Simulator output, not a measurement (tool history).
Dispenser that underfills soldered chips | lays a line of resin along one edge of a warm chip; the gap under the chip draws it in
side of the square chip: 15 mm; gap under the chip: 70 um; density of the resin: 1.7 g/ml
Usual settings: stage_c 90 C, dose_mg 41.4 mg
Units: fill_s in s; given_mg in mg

run 1 hour=0.0 | stage_c=90 dose_mg=41.4 | fill_s=128.8 given_mg=39.48
-- hour=9.4 new syringe of resin
run 2 hour=10.3 | stage_c=90 dose_mg=47.8 | fill_s=128.6 given_mg=45.63
-- hour=18.8 new syringe of resin
run 3 hour=22.9 | stage_c=90 dose_mg=47.8 | fill_s=151.5 given_mg=45.05
-- hour=28.2 new syringe of resin
run 4 hour=36.4 | stage_c=90 dose_mg=47.8 | fill_s=181.8 given_mg=44.76
-- hour=38.5 new syringe of resin
-- hour=49.0 new syringe of resin
run 5 hour=51.5 | stage_c=83 dose_mg=41.4 | fill_s=180.0 given_mg=38.43
-- hour=58.7 new syringe of resin
run 6 hour=60.6 | stage_c=90 dose_mg=41.4 | fill_s=138.7 given_mg=38.18
-- hour=68.0 new syringe of resin
run 7 hour=68.4 | stage_c=90 dose_mg=41.4 | fill_s=131.0 given_mg=38.01
-- hour=77.4 new syringe of resin
run 8 hour=78.0 | stage_c=90 dose_mg=52.5 | fill_s=128.4 given_mg=48.20
run 9 hour=84.1 | stage_c=90 dose_mg=52.5 | fill_s=165.5 given_mg=48.25
-- hour=87.3 new syringe of resin
run 10 hour=91.5 | stage_c=100 dose_mg=52.5 | fill_s=111.9 given_mg=47.73
-- hour=96.9 new syringe of resin
run 11 hour=98.5 | stage_c=100 dose_mg=52.5 | fill_s=97.7 given_mg=47.33
-- hour=106.4 dispensing valve cleaned and set on the balance
-- hour=107.8 new syringe of resin
run 12 hour=111.4 | stage_c=100 dose_mg=52.5 | fill_s=106.7 given_mg=51.88
-- hour=117.0 new syringe of resin
run 13 hour=125.6 | stage_c=100 dose_mg=52.5 | fill_s=140.0 given_mg=51.58
-- hour=126.7 new syringe of resin
-- hour=136.2 new syringe of resin
run 14 hour=139.3 | stage_c=99 dose_mg=52.5 | fill_s=108.7 given_mg=51.31
-- hour=146.5 new syringe of resin
run 15 hour=152.8 | stage_c=99 dose_mg=52.5 | fill_s=122.9 given_mg=50.92
-- hour=156.1 new syringe of resin
-- hour=165.8 new syringe of resin
run 16 hour=167.6 | stage_c=99 dose_mg=52.5 | fill_s=99.3 given_mg=50.65
run 17 hour=173.7 | stage_c=99 dose_mg=52.5 | fill_s=132.7 given_mg=49.98

The next listed run, before its measurement:
-- hour=176.1 new syringe of resin
run 18 hour=181.1 | stage_c=96 dose_mg=45.4 | fill_s=? given_mg=?

fill_s: 127.0 s
given_mg: 43.20 mg
Without the tool's hidden state the same run would have given fill_s 109.3 s, given_mg 45.36 mg.
